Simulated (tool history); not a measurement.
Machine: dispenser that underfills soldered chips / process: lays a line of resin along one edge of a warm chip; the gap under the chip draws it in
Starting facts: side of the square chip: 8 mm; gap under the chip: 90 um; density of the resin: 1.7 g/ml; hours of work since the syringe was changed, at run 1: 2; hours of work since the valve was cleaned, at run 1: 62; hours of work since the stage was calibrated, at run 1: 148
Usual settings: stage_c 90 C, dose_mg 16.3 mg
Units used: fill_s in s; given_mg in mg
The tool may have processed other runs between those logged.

run	hour	stage_c	dose_mg	hours of work since the syringe was changed	hours of work since the valve was cleaned	hours of work since the stage was calibrated	fill_s	given_mg
1	0.0	90	16.3	2	62	148	43.5	15.49
# hour 4.9: new syringe of resin
2	8.1	90	16.3	2	67	153	44.4	15.42
# hour 12.5: new syringe of resin
3	13.2	90	16.3	0	71	157	39.9	15.20
4	17.5	90	16.3	4	74	160	47.3	15.13
# hour 20.1: new syringe of resin
5	25.3	96	16.3	4	80	166	39.7	15.18
# hour 27.8: new syringe of resin
6	30.6	96	16.3	2	83	169	36.8	15.06
# hour 35.4: new syringe of resin
7	38.1	96	16.3	2	89	175	36.6	14.98
# hour 43.1: new syringe of resin
8	43.7	104	16.3	0	92	179	25.5	14.83
# hour 50.9: new syringe of resin
9	51.2	104	16.3	0	98	184	25.5	14.89
10	57.0	104	16.3	4	102	188	33.0	14.85
# hour 58.4: new syringe of resin
11	62.0	93	16.6	3	105	192	42.6	15.08
# hour 65.9: new syringe of resin
# hour 66.9: dispensing valve cleaned and set on the balance
12	71.5	77	15.2	3	3	198	73.8	15.00
# hour 74.5: new syringe of resin
13	76.4	96	16.3	1	7	201	34.5	16.10
# hour 81.7: new syringe of resin
14	82.0	96	16.3	0	11	205	33.2	16.07
15	88.6	96	16.3	5	16	210	43.1	15.97
# hour 89.3: new syringe of resin
16	96.2	96	16.3	5	21	215	43.6	15.99
# hour 97.1: new syringe of resin
17	100.3	103	20.6	2	24	218	29.8	20.03
# hour 104.7: new syringe of resin
18	109.1	104	18.4	3	30	224	31.3	17.75
# hour 112.2: new syringe of resin
19	115.3	76	15.6	2	34	228	71.9	14.98

Alternative continuations, all from the tool just after run 19; predict every row:
# hour 119.7: new syringe of resin
A	122.8	92	15.7	2	40	234	?	?
# hour 119.7: new syringe of resin
B	122.8	100	16.0	2	40	234	?	?
# hour 119.7: new syringe of resin
C	122.8	90	20.2	2	40	234	?	?
# hour 119.7: new syringe of resin
D	122.8	79	14.0	2	40	234	?	?
# hour 119.7: new syringe of resin
E	122.8	102	16.2	2	40	234	?	?

run	fill_s	given_mg
A	41.8	15.00
B	32.5	15.37
C	44.3	19.36
D	64.3	13.41
E	30.5	15.60
With the hidden condition removed and each run's random variation left untouched, the same runs would have given:
run	fill_s	given_mg
A	35.7	15.64
B	27.8	16.04
C	38.0	20.20
D	54.4	13.99
E	26.0	16.27
